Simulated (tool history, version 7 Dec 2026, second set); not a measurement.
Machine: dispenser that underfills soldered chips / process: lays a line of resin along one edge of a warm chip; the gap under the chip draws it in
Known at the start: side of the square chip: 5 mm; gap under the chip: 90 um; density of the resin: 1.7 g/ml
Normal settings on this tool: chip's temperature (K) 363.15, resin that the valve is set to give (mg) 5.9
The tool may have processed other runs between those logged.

run,hour,chip's temperature (K),resin that the valve is set to give (mg),time until the resin shows at the far edge (s),resin that the valve gave (mg)
1,0,363.15,5.9,25.5,5.88
2,2.7,369.15,5.9,20,5.85
3,6.8,369.15,5.19,23.3,5.16
4,10.6,369.15,5.8,27.5,5.75
5,15.3,363.15,5.9,41.2,5.86
# hour 16: new syringe of resin
6,19.1,354.15,5.9,40.7,5.86
7,22.4,354.15,5.9,45.8,5.86
8,25.8,354.15,5.9,49.2,5.83
9,30.3,351.15,5.9,68.5,5.83
# hour 33.3: new syringe of resin
10,34.3,363.15,5.9,23.6,5.82
11,37.5,363.15,5.9,26.5,5.81
12,42.3,348.15,5.9,68.1,5.8
13,46.2,368.15,6.57,28,6.45
# hour 50.8: new syringe of resin
14,52.2,351.15,5.9,44.5,5.8
15,55.1,351.15,5.9,49.6,5.79
16,60.9,368.15,7.52,25.4,7.36
17,64.2,355.15,7.06,52.6,6.91
# hour 68.1: new syringe of resin
18,68.1,349.15,7.06,47,6.9
19,74.2,356.15,5.78,41.8,5.63
20,80.5,356.15,5.78,51.7,5.64
21,84.1,355.15,6.1,60.7,5.94
# hour 85.6: new syringe of resin
22,88.7,355.15,6.1,38.6,5.94
23,94.7,352.15,6.1,54.2,5.92

Alternative continuations, all from the tool just after run 23; predict every row:
A,97.8,367.15,5.9,?,?
B,97.8,370.15,6.37,?,?
C,97.8,374.15,5.9,?,?
D,97.8,357.15,5.9,?,?
E,97.8,373.15,6.38,?,?

run,time until the resin shows at the far edge (s),resin that the valve gave (mg)
A,29.3,5.72
B,25.6,6.16
C,21.4,5.72
D,48.2,5.72
E,21.8,6.18
What these runs would have given with no unlogged condition in the tool:
run,time until the resin shows at the far edge (s),resin that the valve gave (mg)
A,18.7,5.91
B,16.6,6.35
C,13.8,5.91
D,31,5.91
E,13.9,6.38
